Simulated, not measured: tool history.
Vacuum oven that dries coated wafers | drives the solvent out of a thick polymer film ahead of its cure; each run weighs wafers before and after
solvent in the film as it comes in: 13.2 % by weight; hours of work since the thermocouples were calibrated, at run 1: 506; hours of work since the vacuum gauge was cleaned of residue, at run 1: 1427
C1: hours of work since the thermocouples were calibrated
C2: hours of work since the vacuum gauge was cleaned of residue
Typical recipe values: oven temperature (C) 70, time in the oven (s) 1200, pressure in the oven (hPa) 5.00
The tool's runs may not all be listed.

Run 1, hour 0.0: usual settings; C1 506; C2 1427. Result: solvent left in the film (%) 3.73.
Run 2, hour 45.5: usual settings; C1 534; C2 1455. Result: solvent left in the film (%) 3.70.
Run 3, hour 109.2: usual settings but time in the oven (s) 1320; C1 572; C2 1493. Result: solvent left in the film (%) 3.39.
Run 4, hour 176.6: usual settings but time in the oven (s) 1320; C1 613; C2 1534. Result: solvent left in the film (%) 3.39.
Run 5, hour 227.3: usual settings but time in the oven (s) 1320; C1 644; C2 1565. Result: solvent left in the film (%) 3.43.
Run 6, hour 278.9: usual settings but time in the oven (s) 1320; C1 675; C2 1596. Result: solvent left in the film (%) 3.44.
At hour 288.1: oven's thermocouples calibrated.
Run 7, hour 346.7: usual settings but time in the oven (s) 1320; C1 35; C2 1636. Result: solvent left in the film (%) 3.25.
Run 8, hour 398.1: usual settings but time in the oven (s) 1320; C1 67; C2 1667. Result: solvent left in the film (%) 3.27.
Run 9, hour 433.4: usual settings but time in the oven (s) 1320; C1 88; C2 1688. Result: solvent left in the film (%) 3.37.
Run 10, hour 482.8: usual settings but pressure in the oven (hPa) 19.24; C1 118; C2 1718. Result: solvent left in the film (%) 4.39.
Run 11, hour 539.5: usual settings but pressure in the oven (hPa) 19.24; C1 152; C2 1753. Result: solvent left in the film (%) 4.41.
Run 12, hour 579.8: usual settings but pressure in the oven (hPa) 19.24; C1 176; C2 1777. Result: solvent left in the film (%) 4.36.
Run 13, hour 643.9: usual settings but pressure in the oven (hPa) 12.70; C1 215; C2 1816. Result: solvent left in the film (%) 4.12.
Run 14, hour 686.6: usual settings but pressure in the oven (hPa) 12.70; C1 241; C2 1841. Result: solvent left in the film (%) 4.08.
Run 15, hour 752.2: usual settings but pressure in the oven (hPa) 9.58; C1 281; C2 1881. Result: solvent left in the film (%) 3.98.
Run 16, hour 790.1: usual settings; C1 304; C2 1904. Result: solvent left in the film (%) 3.74.
Run 17, hour 852.2: usual settings but time in the oven (s) 1080; C1 341; C2 1942. Result: solvent left in the film (%) 4.09.

Expected results for the next run?
Run 18, hour 881.6: usual settings but oven temperature (C) 71, time in the oven (s) 1080, pressure in the oven (hPa) 6.87; C1 359; C2 1959. Result: solvent left in the film (%) ?.

Run 18 produced solvent left in the film (%) 4.01.
With the hidden condition absent and the run-to-run variation left alone, this run would have shown solvent left in the film (%) 3.48.
